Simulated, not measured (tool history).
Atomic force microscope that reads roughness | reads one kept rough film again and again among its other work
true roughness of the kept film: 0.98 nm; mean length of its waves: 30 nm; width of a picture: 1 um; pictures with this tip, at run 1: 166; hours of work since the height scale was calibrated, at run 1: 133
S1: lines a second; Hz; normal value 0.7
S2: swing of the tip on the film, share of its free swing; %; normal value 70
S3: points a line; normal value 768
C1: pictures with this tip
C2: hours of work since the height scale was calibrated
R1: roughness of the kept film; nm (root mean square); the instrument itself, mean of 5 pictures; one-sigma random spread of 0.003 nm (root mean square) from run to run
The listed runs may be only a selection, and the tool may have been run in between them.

run	day	S1	S2	S3	C1	C2	R1
1	0	0.7	70	768	166	133	0.893
2	0.938	0.7	70	768	182	143	0.883
3	1.996	0.7	70	814	201	153	0.879
4	3.054	0.7	70	768	220	164	0.873
5	4.092	0.7	70	768	238	175	0.868
6	4.821	0.7	70	768	251	182	0.866
7	5.858	0.7	70	768	269	192	0.867
# day 6.021: new tip fitted
8	6.421	0.7	70	960	7	198	0.916
9	7.217	0.7	70	960	21	206	0.918
10	7.921	2.926	70	768	33	213	0.856
11	8.621	0.7	70	768	46	220	0.906
12	9.354	0.7	70	768	59	228	0.908
13	10.275	0.7	70	794	75	237	0.905
14	10.946	0.7	70	768	87	244	0.9
15	11.412	0.7	70	768	95	248	0.904
16	12.396	0.7	68	768	112	258	0.898
17	13.408	0.7	70	310	130	269	0.89
18	14.342	0.7	70	310	146	278	0.884
19	15.225	0.7	70	768	162	287	0.894
20	15.958	2.371	70	768	175	294	0.842
21	16.388	2.371	70	768	182	299	0.846
22	17.325	2.371	70	768	199	308	0.835
# day 17.425: height scale calibrated on a step standard
23	18.279	0.7	70	768	215	9	0.881
24	19.183	0.7	70	768	231	18	0.881
25	19.712	0.7	70	768	240	23	0.878
26	20.725	0.7	70	768	258	33	0.867
# day 21.533: new tip fitted
27	21.533	0.814	82	827	0	41	0.905
28	22.146	3.846	73	610	11	48	0.831
# day 22.379: height scale calibrated on a step standard, once more
29	22.717	2.26	89	768	20	3	0.791
30	23.771	2.26	89	768	39	14	0.788
31	24.646	0.7	56	768	54	23	0.919
32	25.508	0.7	56	768	70	32	0.912
33	26.108	3.329	76	528	80	38	0.8
34	26.9	3.329	76	528	94	46	0.808
35	27.746	0.7	56	768	109	54	0.908
36	28.417	0.7	56	768	121	61	0.904
37	29.308	3.942	76	359	137	70	0.77
38	30.221	2.782	70	603	153	79	0.835
39	31.208	2.782	70	603	170	89	0.831
40	31.642	0.572	75	337	178	94	0.876
41	32.317	0.572	75	337	190	101	0.878
42	33.338	0.72	78	375	208	111	0.863
43	33.954	1.129	78	768	218	117	0.851
44	34.412	0.7	59	295	227	122	0.876
45	35.475	1.445	89	701	245	133	0.795
46	36.308	1.452	70	721	260	141	0.842
# day 37.025: new tip fitted
47	37.121	3.192	67	721	2	149	0.87
48	37.812	0.76	70	919	14	156	0.916
49	38.808	0.76	77	328	32	166	0.899
50	39.471	2.538	63	311	43	173	0.878
51	40.471	2.538	63	311	61	183	0.877
52	41.262	1.108	70	311	75	191	0.89

3 ways to go on from here, each from the tool as it stands after run 52. What would each give?
A	42.025	1.295	89	412	88	199	?
B	42.025	1.108	70	780	88	199	?
C	42.025	0.7	78	519	88	199	?

run	R1
A	0.83
B	0.89
C	0.884
Had the tool no hidden state, the same runs would have come out as:
run	R1
A	0.844
B	0.905
C	0.899
